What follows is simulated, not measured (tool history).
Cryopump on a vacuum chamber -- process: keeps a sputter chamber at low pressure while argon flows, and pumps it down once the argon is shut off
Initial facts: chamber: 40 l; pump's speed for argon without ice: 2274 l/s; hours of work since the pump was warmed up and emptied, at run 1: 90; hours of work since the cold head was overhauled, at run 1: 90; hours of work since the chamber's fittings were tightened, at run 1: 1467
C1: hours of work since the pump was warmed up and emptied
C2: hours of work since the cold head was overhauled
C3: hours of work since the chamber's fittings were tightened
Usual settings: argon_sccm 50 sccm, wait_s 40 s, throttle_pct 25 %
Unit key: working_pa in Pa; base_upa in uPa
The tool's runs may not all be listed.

{"run": 1, "hour": 0.0, "argon_sccm": 50, "wait_s": 40, "throttle_pct": 25, "C1": 90, "C2": 90, "C3": 1467, "working_pa": 0.1495, "base_upa": 1.72}
{"run": 2, "hour": 16.3, "argon_sccm": 50, "wait_s": 40, "throttle_pct": 25, "C1": 99, "C2": 99, "C3": 1477, "working_pa": 0.1512, "base_upa": 1.62}
{"run": 3, "hour": 29.5, "argon_sccm": 50, "wait_s": 40, "throttle_pct": 25, "C1": 107, "C2": 107, "C3": 1484, "working_pa": 0.1515, "base_upa": 1.73}
{"run": 4, "hour": 51.1, "argon_sccm": 50, "wait_s": 40, "throttle_pct": 25, "C1": 119, "C2": 119, "C3": 1496, "working_pa": 0.1518, "base_upa": 1.74}
{"run": 5, "hour": 80.3, "argon_sccm": 50, "wait_s": 40, "throttle_pct": 25, "C1": 135, "C2": 135, "C3": 1513, "working_pa": 0.1516, "base_upa": 1.76}
{"run": 6, "hour": 101.8, "argon_sccm": 50, "wait_s": 40, "throttle_pct": 25, "C1": 147, "C2": 147, "C3": 1525, "working_pa": 0.153, "base_upa": 1.73}
{"run": 7, "hour": 113.9, "argon_sccm": 50, "wait_s": 40, "throttle_pct": 25, "C1": 154, "C2": 154, "C3": 1532, "working_pa": 0.1548, "base_upa": 1.78}
{"run": 8, "hour": 138.7, "argon_sccm": 50, "wait_s": 40, "throttle_pct": 25, "C1": 168, "C2": 168, "C3": 1546, "working_pa": 0.1537, "base_upa": 1.79}
{"run": 9, "hour": 151.8, "argon_sccm": 57, "wait_s": 40, "throttle_pct": 25, "C1": 176, "C2": 176, "C3": 1553, "working_pa": 0.1739, "base_upa": 1.84}
{"run": 10, "hour": 180.2, "argon_sccm": 57, "wait_s": 40, "throttle_pct": 25, "C1": 192, "C2": 192, "C3": 1569, "working_pa": 0.1764, "base_upa": 1.83}
{"run": 11, "hour": 193.4, "argon_sccm": 50, "wait_s": 40, "throttle_pct": 25, "C1": 199, "C2": 199, "C3": 1577, "working_pa": 0.1538, "base_upa": 1.81}
{"run": 12, "hour": 206.6, "argon_sccm": 50, "wait_s": 40, "throttle_pct": 25, "C1": 207, "C2": 207, "C3": 1584, "working_pa": 0.1564, "base_upa": 1.92}
{"run": 13, "hour": 222.3, "argon_sccm": 50, "wait_s": 40, "throttle_pct": 25, "C1": 216, "C2": 216, "C3": 1593, "working_pa": 0.1553, "base_upa": 1.91}
{"run": 14, "hour": 247.2, "argon_sccm": 50, "wait_s": 175, "throttle_pct": 25, "C1": 230, "C2": 230, "C3": 1607, "working_pa": 0.1567, "base_upa": 1.22}
{"run": 15, "hour": 268.4, "argon_sccm": 22, "wait_s": 40, "throttle_pct": 25, "C1": 242, "C2": 242, "C3": 1619, "working_pa": 0.0692, "base_upa": 1.93}
{"run": 16, "hour": 290.7, "argon_sccm": 22, "wait_s": 40, "throttle_pct": 25, "C1": 254, "C2": 254, "C3": 1632, "working_pa": 0.0683, "base_upa": 1.92}
{"run": 17, "hour": 307.7, "argon_sccm": 22, "wait_s": 40, "throttle_pct": 25, "C1": 264, "C2": 264, "C3": 1641, "working_pa": 0.0681, "base_upa": 1.94}
{"run": 18, "hour": 333.0, "argon_sccm": 22, "wait_s": 40, "throttle_pct": 25, "C1": 278, "C2": 278, "C3": 1655, "working_pa": 0.0696, "base_upa": 1.95}
{"run": 19, "hour": 345.0, "argon_sccm": 24, "wait_s": 215, "throttle_pct": 50, "C1": 285, "C2": 285, "C3": 1662, "working_pa": 0.0401, "base_upa": 1.26}
{"run": 20, "hour": 369.6, "argon_sccm": 24, "wait_s": 215, "throttle_pct": 50, "C1": 299, "C2": 299, "C3": 1676, "working_pa": 0.0401, "base_upa": 1.35}
{"run": 21, "hour": 384.2, "argon_sccm": 40, "wait_s": 36, "throttle_pct": 29, "C1": 307, "C2": 307, "C3": 1684, "working_pa": 0.1109, "base_upa": 2.03}
{"run": 22, "hour": 410.5, "argon_sccm": 40, "wait_s": 224, "throttle_pct": 26, "C1": 322, "C2": 322, "C3": 1699, "working_pa": 0.1232, "base_upa": 1.35}
{"run": 23, "hour": 427.9, "argon_sccm": 50, "wait_s": 69, "throttle_pct": 25, "C1": 332, "C2": 332, "C3": 1709, "working_pa": 0.1598, "base_upa": 1.59}
{"run": 24, "hour": 441.6, "argon_sccm": 50, "wait_s": 69, "throttle_pct": 25, "C1": 339, "C2": 339, "C3": 1717, "working_pa": 0.1605, "base_upa": 1.66}
{"run": 25, "hour": 460.0, "argon_sccm": 42, "wait_s": 40, "throttle_pct": 25, "C1": 350, "C2": 350, "C3": 1727, "working_pa": 0.1353, "base_upa": 2.05}
{"run": 26, "hour": 487.3, "argon_sccm": 50, "wait_s": 40, "throttle_pct": 55, "C1": 365, "C2": 365, "C3": 1743, "working_pa": 0.0804, "base_upa": 2.09}
{"run": 27, "hour": 515.5, "argon_sccm": 71, "wait_s": 40, "throttle_pct": 55, "C1": 381, "C2": 381, "C3": 1759, "working_pa": 0.1153, "base_upa": 2.09}
{"run": 28, "hour": 535.8, "argon_sccm": 61, "wait_s": 82, "throttle_pct": 53, "C1": 393, "C2": 393, "C3": 1770, "working_pa": 0.103, "base_upa": 1.68}
{"run": 29, "hour": 559.0, "argon_sccm": 50, "wait_s": 26, "throttle_pct": 24, "C1": 406, "C2": 406, "C3": 1783, "working_pa": 0.1702, "base_upa": 2.54}
{"run": 30, "hour": 582.7, "argon_sccm": 50, "wait_s": 26, "throttle_pct": 24, "C1": 419, "C2": 419, "C3": 1797, "working_pa": 0.1702, "base_upa": 2.62}
{"run": 31, "hour": 603.7, "argon_sccm": 50, "wait_s": 274, "throttle_pct": 25, "C1": 431, "C2": 431, "C3": 1808, "working_pa": 0.1666, "base_upa": 1.54}
{"run": 32, "hour": 618.7, "argon_sccm": 50, "wait_s": 274, "throttle_pct": 25, "C1": 439, "C2": 439, "C3": 1817, "working_pa": 0.1657, "base_upa": 1.55}
{"run": 33, "hour": 635.4, "argon_sccm": 83, "wait_s": 243, "throttle_pct": 22, "C1": 449, "C2": 449, "C3": 1826, "working_pa": 0.3103, "base_upa": 1.57}
{"run": 34, "hour": 663.1, "argon_sccm": 50, "wait_s": 40, "throttle_pct": 17, "C1": 465, "C2": 465, "C3": 1842, "working_pa": 0.2389, "base_upa": 2.24}

Each row is a separate what-if for the run after 34, all from the same tool condition, not one after another. Results?
{"run": "A", "hour": 683.1, "argon_sccm": 87, "wait_s": 40, "throttle_pct": 17, "C1": 476, "C2": 476, "C3": 1853, "working_pa": "?", "base_upa": "?"}
{"run": "B", "hour": 683.1, "argon_sccm": 74, "wait_s": 24, "throttle_pct": 18, "C1": 476, "C2": 476, "C3": 1853, "working_pa": "?", "base_upa": "?"}
{"run": "C", "hour": 683.1, "argon_sccm": 42, "wait_s": 36, "throttle_pct": 27, "C1": 476, "C2": 476, "C3": 1853, "working_pa": "?", "base_upa": "?"}
{"run": "D", "hour": 683.1, "argon_sccm": 80, "wait_s": 40, "throttle_pct": 48, "C1": 476, "C2": 476, "C3": 1853, "working_pa": "?", "base_upa": "?"}

run=A working_pa=0.4153 base_upa=2.35
run=B working_pa=0.3310 base_upa=2.90
run=C working_pa=0.1328 base_upa=2.47
run=D working_pa=0.1539 base_upa=2.31
Stripped of hidden state, with their random variation kept, the same runs would have yielded:
run=A working_pa=0.3829 base_upa=0.98
run=B working_pa=0.3037 base_upa=1.52
run=C working_pa=0.1171 base_upa=1.09
run=D working_pa=0.1243 base_upa=0.95
